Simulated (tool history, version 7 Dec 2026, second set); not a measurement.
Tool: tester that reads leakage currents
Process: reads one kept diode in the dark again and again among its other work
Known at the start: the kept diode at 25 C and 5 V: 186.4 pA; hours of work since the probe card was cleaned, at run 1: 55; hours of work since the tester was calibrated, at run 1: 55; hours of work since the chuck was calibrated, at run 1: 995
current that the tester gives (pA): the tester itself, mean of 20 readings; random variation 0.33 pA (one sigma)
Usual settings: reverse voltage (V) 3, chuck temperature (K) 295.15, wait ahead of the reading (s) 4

run    hour  reverse voltage (V)  chuck temperature (K)  wait ahead of the reading (s)  hours of work since the probe card was cleaned  hours of work since the tester was calibrated  hours of work since the chuck was calibrated  current that the tester gives (pA)
  1       0                    3                 295.15                              4                                              55                                             55                                           995                              115.37
  2   103.3                    3                 295.15                           7.65                                             127                                            127                                          1067                              117.32
  3   189.3                    3                 295.15                           7.65                                             187                                            187                                          1127                              116.45
  4     298                    3                 295.15                           7.65                                             262                                            262                                          1203                              117.66
  5   408.4                    3                 297.15                              4                                             339                                            339                                          1280                              143.41
  6   544.4                    3                 297.15                              4                                             434                                            434                                          1375                              143.84
  7   648.4                    3                 297.15                              4                                             507                                            507                                          1448                               145.3
  8   730.5                    3                 297.15                              4                                             564                                            564                                          1505                              145.46
  9   815.1                 2.27                 295.15                              4                                             623                                            623                                          1564                              104.99
      877.9  -- chuck's temperature calibrated
 10   934.4                    3                 295.15                              4                                             705                                            705                                            39                              110.44
 11  1043.1                    3                 326.15                              4                                             781                                            781                                           115                             1593.91
 12  1101.6                    3                 326.15                              4                                             822                                            822                                           156                             1590.22
 13  1165.4                    3                 326.15                              4                                             866                                            866                                           201                              1590.2
 14  1284.6                    3                 326.15                              4                                             950                                            950                                           284                             1603.86
 15    1400                    3                 326.15                              4                                            1030                                           1030                                           364                             1617.22
 16  1520.8                    3                 295.15                              4                                            1114                                           1114                                           449                              114.31
 17  1585.2                    3                 295.15                              4                                            1159                                           1159                                           494                              116.01
 18  1677.3                    3                 295.15                              4                                            1224                                           1224                                           558                              116.23
 19    1814                    3                 306.15                              4                                            1319                                           1319                                           653                               314.2
 20  1905.3                 5.81                 295.15                              4                                            1383                                           1383                                           717                              166.62
 21  2014.5                  1.2                 331.15                              4                                            1459                                           1459                                           793                             1519.48
 22  2085.3                  1.2                 331.15                              4                                            1508                                           1508                                           843                             1526.57
 23  2150.5                13.06                 308.15                           1.39                                            1554                                           1554                                           888                              814.51
 24  2281.8                15.09                 316.15                           8.38                                            1645                                           1645                                           980                              1706.8
 25  2372.7                    3                 295.15                           0.62                                            1709                                           1709                                          1043                              122.03
 26    2438                 7.29                 296.15                           5.33                                            1754                                           1754                                          1089                               213.8
     2449.7  -- probe card cleaned and baked
 27  2528.5                 7.29                 331.15                           0.69                                              55                                           1815                                          1150                             3900.78
 28  2591.5                 7.29                 331.15                           0.69                                              99                                           1859                                          1194                             3910.02
 29  2722.2                 1.57                 295.15                              4                                             190                                           1951                                          1285                               89.58
 30  2849.9                 1.57                 295.15                              4                                             279                                           2040                                          1374                               90.87
 31  2957.1                 7.64                 295.15                              4                                             354                                           2115                                          1449                              214.82
 32  3065.4                 7.64                 295.15                              4                                             430                                           2190                                          1524                              215.44
     3179.4  -- chuck's temperature calibrated
 33  3190.7                17.85                 332.15                           4.43                                             516                                           2276                                             8                             6197.55
       3227  -- probe card cleaned and baked, once more
 34  3328.2                17.85                 332.15                           4.43                                              71                                           2370                                           102                             6139.79
 35  3420.8                11.92                 321.15                            0.8                                             135                                           2435                                           166                             2148.74
 36  3546.2                10.11                 331.15                              4                                             223                                           2522                                           254                             4304.71
 37  3661.9                 1.71                 293.15                           0.31                                             303                                           2603                                           335                               68.91
 38  3742.2                 1.71                 293.15                           0.31                                             360                                           2659                                           391                                69.6
 39  3875.1                 8.46                 295.15                           9.15                                             452                                           2752                                           483                              190.96

Hidden state or all else? Some run-to-run changes of current that the tester gives (pA), split into what the settings, what came in and random variation would give without the hidden state, and what is left for the hidden state (with any gauge scatter that isn't in both results):
The hidden state here: stray current of the dirty probe card, pA a volt; current scale over the true one, %; true chuck temperature over the reading, C; drift of the gauge itself on leakage_pa, %.
Run 24 -> 25: reverse voltage (V) 15.09 -> 3, chuck temperature (K) 316.15 -> 295.15, wait ahead of the reading (s) 8.38 -> 0.62. current that the tester gives (pA) -1584.77: hidden state -108.29, all else -1476.48.
Run 26 -> 27: chuck temperature (K) 296.15 -> 331.15, wait ahead of the reading (s) 5.33 -> 0.69, probe card cleaned and baked. current that the tester gives (pA) +3686.98: hidden state +237.41, all else +3449.57.
Run 28 -> 29: reverse voltage (V) 7.29 -> 1.57, chuck temperature (K) 331.15 -> 295.15, wait ahead of the reading (s) 0.69 -> 4. current that the tester gives (pA) -3820.44: hidden state -262.32, all else -3558.12.
Run 32 -> 33: reverse voltage (V) 7.64 -> 17.85, chuck temperature (K) 295.15 -> 332.15, wait ahead of the reading (s) 4 -> 4.43, chuck's temperature calibrated. current that the tester gives (pA) +5982.11: hidden state -43.2, all else +6025.31.
Run 34 -> 35: reverse voltage (V) 17.85 -> 11.92, chuck temperature (K) 332.15 -> 321.15, wait ahead of the reading (s) 4.43 -> 0.8. current that the tester gives (pA) -3991.05: hidden state +21.82, all else -4012.87.
Run 36 -> 37: reverse voltage (V) 10.11 -> 1.71, chuck temperature (K) 331.15 -> 293.15, wait ahead of the reading (s) 4 -> 0.31. current that the tester gives (pA) -4235.8: hidden state -18.18, all else -4217.62.

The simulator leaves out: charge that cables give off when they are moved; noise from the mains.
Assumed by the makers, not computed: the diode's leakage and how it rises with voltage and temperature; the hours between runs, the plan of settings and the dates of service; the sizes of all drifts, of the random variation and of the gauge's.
